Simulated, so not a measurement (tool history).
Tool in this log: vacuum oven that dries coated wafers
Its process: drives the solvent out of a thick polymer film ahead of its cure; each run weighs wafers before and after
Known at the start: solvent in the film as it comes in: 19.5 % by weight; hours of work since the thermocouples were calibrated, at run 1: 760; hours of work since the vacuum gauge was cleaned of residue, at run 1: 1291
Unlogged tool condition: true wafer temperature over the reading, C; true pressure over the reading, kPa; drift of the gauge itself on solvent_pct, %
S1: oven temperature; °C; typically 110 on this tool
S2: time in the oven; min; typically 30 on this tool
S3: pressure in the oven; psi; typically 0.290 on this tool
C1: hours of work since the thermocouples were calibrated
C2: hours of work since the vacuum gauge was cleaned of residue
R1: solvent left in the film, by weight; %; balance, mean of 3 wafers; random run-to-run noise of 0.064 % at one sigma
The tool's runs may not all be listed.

Run 1, hour 0.0: usual settings; C1 760; C2 1291. Result: R1 4.56 %.
Run 2, hour 47.7: usual settings; C1 792; C2 1322. Result: R1 4.64 %.
Run 3, hour 97.6: usual settings but S2 17 min; C1 825; C2 1356. Result: R1 8.00 %.
Run 4, hour 155.0: usual settings but S2 17 min; C1 863; C2 1394. Result: R1 7.84 %.
Run 5, hour 188.1: usual settings but S2 17 min; C1 885; C2 1416. Result: R1 7.94 %.
Run 6, hour 222.8: usual settings but S2 17 min; C1 909; C2 1439. Result: R1 7.88 %.
Run 7, hour 271.3: usual settings but S2 17 min; C1 941; C2 1471. Result: R1 7.77 %.
Run 8, hour 320.5: usual settings but S2 17 min; C1 974; C2 1504. Result: R1 8.04 %.
Run 9, hour 374.7: usual settings but S2 19 min; C1 1010; C2 1540. Result: R1 7.48 %.
Run 10, hour 419.8: usual settings but S2 19 min; C1 1040; C2 1570. Result: R1 7.33 %.
Run 11, hour 444.4: usual settings but S2 19 min; C1 1056; C2 1587. Result: R1 7.27 %.
Run 12, hour 483.2: usual settings but S2 19 min; C1 1082; C2 1613. Result: R1 7.33 %.
Run 13, hour 529.7: usual settings but S2 19 min; C1 1113; C2 1644. Result: R1 7.53 %.
Run 14, hour 560.1: usual settings; C1 1133; C2 1664. Result: R1 4.88 %.
Run 15, hour 589.8: usual settings; C1 1153; C2 1684. Result: R1 5.02 %.
Run 16, hour 643.7: usual settings but S1 106 °C; C1 1189; C2 1719. Result: R1 6.57 %.
Run 17, hour 672.1: usual settings but S1 106 °C; C1 1208; C2 1738. Result: R1 6.43 %.
Run 18, hour 728.1: usual settings but S3 0.258 psi; C1 1245; C2 1776. Result: R1 4.97 %.
Run 19, hour 778.3: usual settings but S1 96 °C, S2 24 min, S3 0.827 psi; C1 1279; C2 1809. Result: R1 11.91 %.
Run 20, hour 815.4: usual settings but S1 115 °C, S2 24 min, S3 0.307 psi; C1 1303; C2 1834. Result: R1 4.64 %.
Run 21, hour 845.6: usual settings but S1 115 °C, S2 24 min, S3 0.307 psi; C1 1323; C2 1854. Result: R1 4.72 %.
At hour 856.4: oven's thermocouples calibrated.
Run 22, hour 887.8: usual settings but S1 105 °C, S2 23 min, S3 0.727 psi; C1 21; C2 1881. Result: R1 8.05 %.
Run 23, hour 933.0: usual settings but S1 105 °C, S2 23 min, S3 0.727 psi; C1 51; C2 1911. Result: R1 8.10 %.
Run 24, hour 965.9: usual settings but S1 105 °C, S2 23 min, S3 0.727 psi; C1 73; C2 1933. Result: R1 8.01 %.
Run 25, hour 992.0: usual settings but S1 105 °C, S2 23 min, S3 0.727 psi; C1 90; C2 1950. Result: R1 8.23 %.
Run 26, hour 1047.3: usual settings but S1 101 °C, S2 27 min, S3 0.727 psi; C1 127; C2 1987. Result: R1 8.75 %.
Run 27, hour 1084.4: usual settings but S1 101 °C, S2 27 min, S3 0.727 psi; C1 152; C2 2012. Result: R1 8.48 %.
Run 28, hour 1125.9: usual settings but S2 50 min; C1 179; C2 2039. Result: R1 2.11 %.
Run 29, hour 1166.6: usual settings but S2 50 min; C1 207; C2 2066. Result: R1 2.20 %.
Run 30, hour 1214.1: usual settings but S2 50 min; C1 238; C2 2098. Result: R1 2.30 %.
Run 31, hour 1254.4: usual settings but S1 101 °C, S2 39 min, S3 0.162 psi; C1 265; C2 2125. Result: R1 5.85 %.
Run 32, hour 1281.2: usual settings but S1 106 °C, S3 0.882 psi; C1 283; C2 2143. Result: R1 6.72 %.
Run 33, hour 1328.4: usual settings but S1 106 °C, S3 0.882 psi; C1 314; C2 2174. Result: R1 6.83 %.
Run 34, hour 1380.3: usual settings but S1 115 °C, S3 0.818 psi; C1 349; C2 2209. Result: R1 3.78 %.
Run 35, hour 1409.1: usual settings but S1 98 °C, S2 35 min, S3 0.370 psi; C1 368; C2 2228. Result: R1 7.93 %.

Take each entry between the runs: how does the hidden state at the last listed run before it differ from the hidden state at the first listed run after it?
After run 21, before run 22: oven's thermocouples calibrated (hour 856.4)
  true wafer temperature over the reading, C: -2.78 -> -0.02; true pressure over the reading, kPa: 0.788 -> 0.801
  measured less the result without the state, R1: +1.02 -> +0.19 %
